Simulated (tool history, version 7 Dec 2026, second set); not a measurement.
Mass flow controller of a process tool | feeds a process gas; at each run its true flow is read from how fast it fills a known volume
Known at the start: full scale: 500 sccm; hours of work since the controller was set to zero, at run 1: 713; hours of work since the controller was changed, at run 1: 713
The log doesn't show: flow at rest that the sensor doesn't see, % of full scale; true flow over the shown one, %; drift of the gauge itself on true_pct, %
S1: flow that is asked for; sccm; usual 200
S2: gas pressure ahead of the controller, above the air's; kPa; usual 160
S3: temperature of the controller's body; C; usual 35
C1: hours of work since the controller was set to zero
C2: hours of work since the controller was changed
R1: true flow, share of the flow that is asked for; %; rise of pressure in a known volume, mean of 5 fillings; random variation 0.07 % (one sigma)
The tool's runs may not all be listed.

Run 1, hour 0: usual settings; C1 713; C2 713. Result: R1 99.12 %.
Run 2, hour 77.4: usual settings; C1 750; C2 750. Result: R1 98.94 %.
Run 3, hour 158.9: usual settings; C1 790; C2 790. Result: R1 98.92 %.
Run 4, hour 218.8: usual settings; C1 819; C2 819. Result: R1 98.94 %.
Run 5, hour 254: usual settings but S1 448 sccm; C1 836; C2 836. Result: R1 100.47 %.
Run 6, hour 297.2: usual settings but S1 448 sccm; C1 857; C2 857. Result: R1 100.45 %.
Run 7, hour 345.3: usual settings but S1 448 sccm; C1 881; C2 881. Result: R1 100.62 %.
Run 8, hour 397.8: usual settings but S1 448 sccm; C1 906; C2 906. Result: R1 100.77 %.
Run 9, hour 455.8: usual settings but S1 448 sccm; C1 935; C2 935. Result: R1 100.44 %.
Run 10, hour 532.5: usual settings but S1 448 sccm; C1 972; C2 972. Result: R1 100.55 %.
Run 11, hour 591.4: usual settings but S3 33 C; C1 1001; C2 1001. Result: R1 98.91 %.
Run 12, hour 662.8: usual settings but S3 32 C; C1 1036; C2 1036. Result: R1 98.73 %.
Run 13, hour 706.4: usual settings but S1 489 sccm, S3 29 C; C1 1057; C2 1057. Result: R1 100.57 %.
Run 14, hour 739.4: usual settings but S1 131 sccm, S3 27 C; C1 1073; C2 1073. Result: R1 98.21 %.
Run 15, hour 775.5: usual settings but S1 229 sccm, S2 188 kPa, S3 39 C; C1 1090; C2 1090. Result: R1 99.19 %.
Run 16, hour 834.9: usual settings but S1 180 sccm, S2 257 kPa, S3 23 C; C1 1119; C2 1119. Result: R1 97.52 %.
Run 17, hour 884.9: usual settings but S1 180 sccm, S2 257 kPa, S3 23 C; C1 1144; C2 1144. Result: R1 97.61 %.
Run 18, hour 924.8: usual settings but S1 180 sccm, S2 257 kPa, S3 23 C; C1 1163; C2 1163. Result: R1 97.43 %.
Run 19, hour 961.6: usual settings but S1 466 sccm, S2 280 kPa, S3 32 C; C1 1181; C2 1181. Result: R1 99.65 %.
Run 20, hour 994.6: usual settings but S2 246 kPa; C1 1197; C2 1197. Result: R1 98.4 %.
Run 21, hour 1032.5: usual settings but S2 246 kPa; C1 1216; C2 1216. Result: R1 98.47 %.
Run 22, hour 1078.5: usual settings but S2 246 kPa; C1 1238; C2 1238. Result: R1 98.23 %.
Run 23, hour 1133.7: usual settings but S1 96 sccm, S2 153 kPa, S3 22 C; C1 1265; C2 1265. Result: R1 97.61 %.
Run 24, hour 1189.3: usual settings but S2 223 kPa; C1 1292; C2 1292. Result: R1 98.61 %.

Forecast each of these 3 alternatives for the next run:
Run A, hour 1257.1: usual settings but S1 81 sccm, S2 166 kPa; C1 1325; C2 1325. Result: R1 ?.
Run B, hour 1257.1: usual settings but S2 223 kPa, S3 34 C; C1 1325; C2 1325. Result: R1 ?.
Run C, hour 1257.1: usual settings but S1 257 sccm, S2 232 kPa, S3 40 C; C1 1325; C2 1325. Result: R1 ?.

run     R1
  A  98.22
  B  98.58
  C  99.11
Without the tool's hidden state the same runs would have given:
run     R1
  A  98.21
  B  98.57
  C   99.1
